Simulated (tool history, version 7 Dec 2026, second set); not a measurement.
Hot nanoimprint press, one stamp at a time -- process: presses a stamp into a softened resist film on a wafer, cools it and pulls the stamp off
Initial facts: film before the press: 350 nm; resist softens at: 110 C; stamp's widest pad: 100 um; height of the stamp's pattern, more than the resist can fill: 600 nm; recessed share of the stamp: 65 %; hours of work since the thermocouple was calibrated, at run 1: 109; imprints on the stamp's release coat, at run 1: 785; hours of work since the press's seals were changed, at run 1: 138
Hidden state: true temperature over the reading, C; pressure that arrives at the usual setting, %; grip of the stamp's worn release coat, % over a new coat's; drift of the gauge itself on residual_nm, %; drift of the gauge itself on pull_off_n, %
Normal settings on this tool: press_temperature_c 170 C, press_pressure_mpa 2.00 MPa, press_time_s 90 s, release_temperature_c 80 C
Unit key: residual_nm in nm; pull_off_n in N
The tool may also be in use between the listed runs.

run   hour  press_temperature_c  press_pressure_mpa  press_time_s  release_temperature_c  hours of work since the thermocouple was calibrated  imprints on the stamp's release coat  hours of work since the press's seals were changed  residual_nm  pull_off_n
  1    0.0                  170                2.00            90                     80                                                  109                                   785                                                 138        150.6         262
  2    7.9                  170                2.00            50                     80                                                  114                                   815                                                 143        185.6         257
  3   11.8                  170                2.00            50                     80                                                  117                                   829                                                 145        184.9         255
  4   20.3                  162                2.00            90                     80                                                  122                                   861                                                 150        235.3         258
  5   28.3                  170                1.94            90                     80                                                  127                                   891                                                 155        153.0         258
      37.9  -- stamp cleaned and given a new release coat
  6   42.4                  170                1.37            90                     80                                                  132                                    17                                                 160        179.6         200
  7   50.8                  170                1.37            90                     80                                                  137                                    48                                                 165        179.3         207
  8   59.8                  170                1.37            90                     80                                                  142                                    82                                                 171        179.3         206
  9   63.5                  170                1.37            90                     80                                                  144                                    95                                                 173        179.5         208
 10   67.8                  170                1.37            90                     72                                                  147                                   111                                                 176        179.5         246
 11   71.9                  170                1.37            90                     72                                                  150                                   127                                                 178        179.6         243
 12   76.3                  170                1.37            90                     72                                                  152                                   143                                                 181        179.4         242
 13   81.1                  170                2.00            67                     82                                                  155                                   161                                                 184        167.3         203
 14   85.1                  170                1.63            90                     74                                                  158                                   176                                                 186        165.6         239
 15   89.5                  165                1.37            70                     83                                                  160                                   192                                                 189        247.5         204
 16   98.6                  170                2.00            83                     80                                                  166                                   226                                                 195        155.0         213
 17  104.5                  170                2.00            73                     74                                                  170                                   248                                                 198        162.0         249
 18  111.8                  170                2.00            73                     74                                                  174                                   275                                                 203        162.1         242
 19  116.1                  170                2.00            50                     84                                                  177                                   291                                                 205        184.3         201
 20  122.1                  170                2.00            50                     84                                                  180                                   314                                                 209        185.2         206
 21  128.8                  177                1.92            71                     72                                                  184                                   338                                                 213        111.4         257
 22  136.1                  169                1.62            90                     80                                                  189                                   366                                                 218        175.4         233

What differs in the tool's unlogged condition from the final listed run ahead of each entry between runs to the first listed run following it?
Logged between run 5 and run 6: stamp cleaned and given a new release coat (hour 37.9)
  true temperature over the reading, C: 0.44 -> 0.45; pressure that arrives at the usual setting, %: 98.67 -> 98.65; grip of the stamp's worn release coat, % over a new coat's: 28.1 -> 0.5
  measured less the result without the state, residual_nm: -3.1 -> -3.7 nm; pull_off_n: +55 -> -1 N
